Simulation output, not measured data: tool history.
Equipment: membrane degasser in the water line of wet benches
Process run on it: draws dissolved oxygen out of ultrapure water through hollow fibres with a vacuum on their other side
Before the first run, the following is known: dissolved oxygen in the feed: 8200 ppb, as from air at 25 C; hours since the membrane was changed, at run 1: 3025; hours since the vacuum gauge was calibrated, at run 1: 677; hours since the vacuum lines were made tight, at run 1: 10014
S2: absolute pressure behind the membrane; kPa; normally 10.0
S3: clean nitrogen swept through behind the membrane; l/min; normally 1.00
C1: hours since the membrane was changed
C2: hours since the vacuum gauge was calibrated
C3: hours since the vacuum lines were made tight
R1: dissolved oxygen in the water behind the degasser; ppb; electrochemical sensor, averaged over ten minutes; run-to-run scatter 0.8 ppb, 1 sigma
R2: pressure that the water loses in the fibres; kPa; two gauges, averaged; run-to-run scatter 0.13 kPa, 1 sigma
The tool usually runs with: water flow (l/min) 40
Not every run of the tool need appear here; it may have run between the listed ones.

{"run": 1, "hour": 0.0, "water flow (l/min)": 40, "S2": 10.0, "S3": 1.0, "C1": 3025, "C2": 677, "C3": 10014, "R1": 525.3, "R2": 30.74}
{"run": 2, "hour": 159.3, "water flow (l/min)": 40, "S2": 10.0, "S3": 2.5, "C1": 3184, "C2": 837, "C3": 10173, "R1": 247.9, "R2": 30.92}
{"run": 3, "hour": 258.1, "water flow (l/min)": 40, "S2": 10.0, "S3": 2.5, "C1": 3283, "C2": 935, "C3": 10272, "R1": 248.6, "R2": 30.91}
{"run": 4, "hour": 461.0, "water flow (l/min)": 40, "S2": 10.0, "S3": 1.15, "C1": 3486, "C2": 1138, "C3": 10475, "R1": 471.8, "R2": 31.16}
{"run": 5, "hour": 599.0, "water flow (l/min)": 40, "S2": 10.0, "S3": 1.15, "C1": 3624, "C2": 1276, "C3": 10613, "R1": 472.9, "R2": 30.96}
{"run": 6, "hour": 745.6, "water flow (l/min)": 40, "S2": 10.0, "S3": 2.65, "C1": 3770, "C2": 1423, "C3": 10759, "R1": 237.8, "R2": 30.89}
{"run": 7, "hour": 867.7, "water flow (l/min)": 40, "S2": 10.0, "S3": 2.65, "C1": 3893, "C2": 1545, "C3": 10881, "R1": 237.3, "R2": 31.08}
{"run": 8, "hour": 1015.4, "water flow (l/min)": 40, "S2": 24.6, "S3": 2.65, "C1": 4040, "C2": 1693, "C3": 11029, "R1": 695.6, "R2": 30.96}
{"run": 9, "hour": 1204.9, "water flow (l/min)": 40, "S2": 10.0, "S3": 1.0, "C1": 4230, "C2": 1882, "C3": 11219, "R1": 529.0, "R2": 31.15}
{"run": 10, "hour": 1390.6, "water flow (l/min)": 40, "S2": 10.0, "S3": 1.0, "C1": 4415, "C2": 2068, "C3": 11404, "R1": 529.7, "R2": 30.99}
{"run": 11, "hour": 1517.6, "water flow (l/min)": 40, "S2": 10.0, "S3": 0.92, "C1": 4543, "C2": 2195, "C3": 11531, "R1": 561.1, "R2": 30.87}
{"run": 12, "hour": 1682.1, "water flow (l/min)": 53, "S2": 10.0, "S3": 1.0, "C1": 4707, "C2": 2359, "C3": 11696, "R1": 656.2, "R2": 41.22}
{"run": 13, "hour": 1873.4, "water flow (l/min)": 53, "S2": 10.0, "S3": 1.0, "C1": 4898, "C2": 2551, "C3": 11887, "R1": 657.4, "R2": 41.51}
{"run": 14, "hour": 2014.1, "water flow (l/min)": 53, "S2": 10.0, "S3": 1.0, "C1": 5039, "C2": 2691, "C3": 12028, "R1": 658.1, "R2": 41.26}
{"run": 15, "hour": 2191.9, "water flow (l/min)": 53, "S2": 10.0, "S3": 1.0, "C1": 5217, "C2": 2869, "C3": 12206, "R1": 658.1, "R2": 41.63}
{"run": 16, "hour": 2397.7, "water flow (l/min)": 53, "S2": 10.0, "S3": 1.0, "C1": 5423, "C2": 3075, "C3": 12411, "R1": 660.4, "R2": 41.2}
{"run": 17, "hour": 2526.8, "water flow (l/min)": 53, "S2": 10.0, "S3": 1.0, "C1": 5552, "C2": 3204, "C3": 12541, "R1": 661.6, "R2": 41.32}
{"run": 18, "hour": 2694.0, "water flow (l/min)": 25, "S2": 8.3, "S3": 2.16, "C1": 5719, "C2": 3371, "C3": 12708, "R1": 142.8, "R2": 19.75}
{"run": 19, "hour": 2790.6, "water flow (l/min)": 34, "S2": 10.0, "S3": 0.61, "C1": 5815, "C2": 3468, "C3": 12804, "R1": 675.0, "R2": 26.77}
{"run": 20, "hour": 2980.1, "water flow (l/min)": 34, "S2": 10.0, "S3": 0.61, "C1": 6005, "C2": 3657, "C3": 12994, "R1": 675.2, "R2": 26.51}
{"run": 21, "hour": 3075.8, "water flow (l/min)": 35, "S2": 6.4, "S3": 0.41, "C1": 6101, "C2": 3753, "C3": 13090, "R1": 448.2, "R2": 27.38}
{"run": 22, "hour": 3273.2, "water flow (l/min)": 35, "S2": 7.9, "S3": 0.41, "C1": 6298, "C2": 3951, "C3": 13287, "R1": 638.3, "R2": 27.44}
{"run": 23, "hour": 3426.6, "water flow (l/min)": 29, "S2": 15.8, "S3": 0.56, "C1": 6452, "C2": 4104, "C3": 13440, "R1": 1122.2, "R2": 22.51}
{"run": 24, "hour": 3626.8, "water flow (l/min)": 46, "S2": 15.8, "S3": 0.56, "C1": 6652, "C2": 4304, "C3": 13641, "R1": 1507.4, "R2": 35.99}
{"run": 25, "hour": 3814.7, "water flow (l/min)": 40, "S2": 18.3, "S3": 0.5, "C1": 6840, "C2": 4492, "C3": 13828, "R1": 1725.9, "R2": 31.4}
{"hour": 4028.2, "done": "vacuum gauge calibrated"}
{"run": 26, "hour": 4038.3, "water flow (l/min)": 40, "S2": 20.4, "S3": 1.0, "C1": 7063, "C2": 10, "C3": 14052, "R1": 1220.4, "R2": 31.38}
{"run": 27, "hour": 4234.0, "water flow (l/min)": 51, "S2": 10.0, "S3": 1.0, "C1": 7258, "C2": 206, "C3": 14247, "R1": 633.6, "R2": 40.08}
{"run": 28, "hour": 4418.3, "water flow (l/min)": 58, "S2": 11.5, "S3": 0.97, "C1": 7443, "C2": 390, "C3": 14432, "R1": 851.2, "R2": 45.55}
{"run": 29, "hour": 4594.3, "water flow (l/min)": 39, "S2": 22.5, "S3": 2.61, "C1": 7619, "C2": 566, "C3": 14608, "R1": 630.0, "R2": 30.58}
{"hour": 4707.0, "done": "seals of the vacuum lines changed"}
{"run": 30, "hour": 4742.6, "water flow (l/min)": 39, "S2": 22.5, "S3": 2.61, "C1": 7765, "C2": 712, "C3": 36, "R1": 623.3, "R2": 30.68}
{"run": 31, "hour": 4892.5, "water flow (l/min)": 39, "S2": 22.5, "S3": 2.61, "C1": 7915, "C2": 862, "C3": 185, "R1": 622.8, "R2": 30.81}
{"run": 32, "hour": 5023.2, "water flow (l/min)": 39, "S2": 8.9, "S3": 1.88, "C1": 8046, "C2": 993, "C3": 316, "R1": 263.1, "R2": 31.14}

Predict each of these 3 candidate next runs independently; none follows another, all start after run 32:
{"run": "A", "hour": 5139.4, "water flow (l/min)": 29, "S2": 23.9, "S3": 1.22, "C1": 8162, "C2": 1109, "C3": 432, "R1": "?", "R2": "?"}
{"run": "B", "hour": 5139.4, "water flow (l/min)": 39, "S2": 7.5, "S3": 2.57, "C1": 8162, "C2": 1109, "C3": 432, "R1": "?", "R2": "?"}
{"run": "C", "hour": 5139.4, "water flow (l/min)": 42, "S2": 11.4, "S3": 0.84, "C1": 8162, "C2": 1109, "C3": 432, "R1": "?", "R2": "?"}

run=A R1=967.8 R2=23.06
run=B R1=154.7 R2=30.62
run=C R1=738.0 R2=33.08
Take away the tool's hidden state, keep each run's random variation, and the runs would have read:
run=A R1=964.2 R2=22.21
run=B R1=151.0 R2=29.48
run=C R1=730.8 R2=31.85
